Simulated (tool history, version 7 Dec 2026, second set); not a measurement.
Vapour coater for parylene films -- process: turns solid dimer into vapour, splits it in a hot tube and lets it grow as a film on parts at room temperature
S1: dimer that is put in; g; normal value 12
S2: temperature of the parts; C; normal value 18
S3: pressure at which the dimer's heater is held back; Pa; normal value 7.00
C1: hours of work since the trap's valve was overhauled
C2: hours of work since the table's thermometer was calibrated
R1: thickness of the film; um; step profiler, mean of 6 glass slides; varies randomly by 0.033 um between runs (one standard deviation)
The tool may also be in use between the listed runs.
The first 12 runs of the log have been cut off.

run 13 day=31.242 | S1=12 S2=20 S3=7.00 | C1=129 C2=510 | R1=2.97
run 14 day=33.004 | S1=12 S2=18 S3=7.00 | C1=151 C2=531 | R1=3.15
run 15 day=34.825 | S1=12 S2=18 S3=7.00 | C1=173 C2=553 | R1=3.11
run 16 day=37.571 | S1=12 S2=18 S3=7.00 | C1=206 C2=587 | R1=3.10
run 17 day=39.767 | S1=12 S2=11 S3=7.00 | C1=233 C2=613 | R1=3.84
-- day=41.733 trap's valve overhauled
run 18 day=43.217 | S1=18 S2=18 S3=3.00 | C1=18 C2=653 | R1=5.92
run 19 day=45.983 | S1=18 S2=18 S3=3.00 | C1=51 C2=687 | R1=5.85
run 20 day=48.700 | S1=18 S2=18 S3=3.00 | C1=84 C2=719 | R1=5.74
run 21 day=50.517 | S1=11 S2=27 S3=8.37 | C1=106 C2=741 | R1=2.15
run 22 day=52.950 | S1=11 S2=27 S3=8.37 | C1=136 C2=771 | R1=2.10
run 23 day=55.096 | S1=11 S2=27 S3=2.23 | C1=162 C2=797 | R1=2.79
run 24 day=57.338 | S1=11 S2=27 S3=2.23 | C1=189 C2=824 | R1=2.66
run 25 day=60.450 | S1=12 S2=11 S3=3.35 | C1=227 C2=862 | R1=4.43
-- day=62.892 trap's valve overhauled
run 26 day=63.954 | S1=12 S2=10 S3=4.93 | C1=13 C2=902 | R1=4.53
run 27 day=66.354 | S1=12 S2=14 S3=4.26 | C1=42 C2=931 | R1=4.12
run 28 day=69.408 | S1=13 S2=19 S3=5.32 | C1=79 C2=968 | R1=3.63
run 29 day=72.788 | S1=19 S2=12 S3=9.40 | C1=120 C2=1009 | R1=5.77
run 30 day=75.729 | S1=7 S2=22 S3=2.24 | C1=156 C2=1045 | R1=2.04
run 31 day=77.608 | S1=16 S2=18 S3=2.28 | C1=178 C2=1068 | R1=5.32

Predict each of these 4 candidate next runs independently; none follows another, all start after run 31:
run A day=80.800 | S1=11 S2=22 S3=6.59 | C1=217 C2=1106 | R1=?
run B day=80.800 | S1=12 S2=14 S3=7.00 | C1=217 C2=1106 | R1=?
run C day=80.800 | S1=11 S2=11 S3=2.32 | C1=217 C2=1106 | R1=?
run D day=80.800 | S1=20 S2=18 S3=7.00 | C1=217 C2=1106 | R1=?

run=A R1=2.55
run=B R1=3.58
run=C R1=4.44
run=D R1=5.24
With the hidden condition removed and each run's random variation left untouched, the same runs would have given:
run=A R1=2.68
run=B R1=3.77
run=C R1=4.67
run=D R1=5.51

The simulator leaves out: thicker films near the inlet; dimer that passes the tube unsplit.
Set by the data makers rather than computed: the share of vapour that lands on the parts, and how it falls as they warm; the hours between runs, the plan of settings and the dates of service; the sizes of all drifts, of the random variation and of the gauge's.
